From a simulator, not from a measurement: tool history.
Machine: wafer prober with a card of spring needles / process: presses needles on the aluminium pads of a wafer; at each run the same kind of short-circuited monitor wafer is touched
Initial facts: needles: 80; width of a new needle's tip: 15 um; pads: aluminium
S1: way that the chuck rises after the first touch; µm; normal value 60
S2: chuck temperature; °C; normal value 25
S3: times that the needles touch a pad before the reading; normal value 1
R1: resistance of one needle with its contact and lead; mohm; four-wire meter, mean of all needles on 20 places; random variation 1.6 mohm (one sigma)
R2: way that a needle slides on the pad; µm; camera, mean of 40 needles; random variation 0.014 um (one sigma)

run,hour,S1,S2,S3,R1,R2
1,0.0,60,25,1,205,11.76
2,11.0,60,25,1,230,11.74
# hour 12.2: tips cleaned on abrasive film
3,18.5,60,25,1,192,11.72
4,27.0,60,27,1,219,11.71
5,34.8,60,27,1,233,11.73
# hour 35.5: tips cleaned on abrasive film
6,43.7,60,25,1,200,11.68
7,50.1,52,66,1,239,10.13
# hour 58.8: tips cleaned on abrasive film
8,59.6,68,27,2,157,13.22
9,71.0,76,36,1,194,14.81
10,81.6,66,25,1,219,12.86
# hour 82.7: tips cleaned on abrasive film
11,88.0,66,25,2,171,12.82

Each row is a separate what-if for the run after 11, all from the same tool condition, not one after another. Results?
A,94.8,57,43,1,?,?
B,94.8,66,25,1,?,?
C,94.8,51,27,2,?,?
D,94.8,67,93,1,?,?
E,94.8,51,46,1,?,?

run,R1,R2
A,223,11.07
B,201,12.81
C,204,9.88
D,208,13.02
E,236,9.89
Without the tool's unlogged condition, the same runs would have read:
run,R1,R2
A,158,11.16
B,149,12.91
C,156,9.98
D,162,13.12
E,159,9.99
